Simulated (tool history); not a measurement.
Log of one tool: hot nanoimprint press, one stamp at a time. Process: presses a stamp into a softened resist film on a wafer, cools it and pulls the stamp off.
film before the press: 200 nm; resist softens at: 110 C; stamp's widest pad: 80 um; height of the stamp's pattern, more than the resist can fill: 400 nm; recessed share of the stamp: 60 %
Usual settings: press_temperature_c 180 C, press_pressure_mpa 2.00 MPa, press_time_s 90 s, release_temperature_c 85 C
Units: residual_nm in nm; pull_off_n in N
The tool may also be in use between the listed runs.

run   hour  press_temperature_c  press_pressure_mpa  press_time_s  release_temperature_c  residual_nm  pull_off_n
  1    0.0                  180                2.00            90                     85        115.4         171
  2    9.7                  180                1.67            90                     85        125.3         170
  3   16.4                  180                1.67            90                     85        124.3         164
  4   25.5                  180                2.00            90                     71        116.9         242
  5   38.0                  180                2.00            90                     82        115.7         183
  6   48.3                  180                2.00            90                     85        117.3         175
  7   57.2                  180                2.00            90                     85        117.0         170
  8   65.2                  173                2.00            90                     85        151.5         175
  9   75.1                  173                2.00            90                     85        153.0         169
 10   82.1                  180                1.31            90                     85        134.4         170
 11   88.0                  180                2.00            90                     85        117.2         178
 12   97.3                  180                2.00            90                     85        116.9         172
 13  107.7                  180                2.00            90                     85        118.2         175
 14  114.6                  180                2.00            90                     85        117.8         178
 15  128.3                  180                2.47            90                     85        109.4         173
 16  134.6                  180                2.00            90                     85        118.1         177
 17  148.3                  180                1.58           100                     70        122.9         271
     152.5  -- plate thermocouple calibrated
 18  159.3                  180                1.94            79                     81        125.9         206
 19  171.8                  180                2.00           155                     85         99.8         185
 20  180.6                  180                2.00            67                     71        132.6         251
 21  189.9                  180                1.46            90                     89        134.4         163
 22  201.7                  180                1.46            67                     88        145.6         170
     216.5  -- stamp cleaned and given a new release coat
 23  218.4                  180                2.12            90                     85        119.4         136
 24  224.4                  180                2.12            90                     85        119.5         138
 25  231.0                  183                3.02            59                     87        106.8         132
     235.1  -- plate thermocouple calibrated, once more
 26  247.7                  183                3.02            59                     87         99.7         133
 27  260.8                  188                2.00           109                     85         74.4         135
 28  272.7                  191                2.00           109                     74         64.6         179
 29  278.9                  191                2.00           109                     74         65.1         182
 30  290.3                  183                2.00           109                     78         95.4         166
 31  301.4                  177                2.57           109                     82        114.8         148

Forecast each of these 3 alternatives for the next run:
  A  312.3                  170                2.60           158                     82            ?           ?
  B  312.3                  176                2.57            47                     90            ?           ?
  C  312.3                  189                2.26           109                     82            ?           ?

run  residual_nm  pull_off_n
  A        138.7         154
  B        150.7         117
  C         66.9         151
Without the tool's hidden state the same runs would have given:
run  residual_nm  pull_off_n
  A        136.0         146
  B        148.3         111
  C         65.2         143

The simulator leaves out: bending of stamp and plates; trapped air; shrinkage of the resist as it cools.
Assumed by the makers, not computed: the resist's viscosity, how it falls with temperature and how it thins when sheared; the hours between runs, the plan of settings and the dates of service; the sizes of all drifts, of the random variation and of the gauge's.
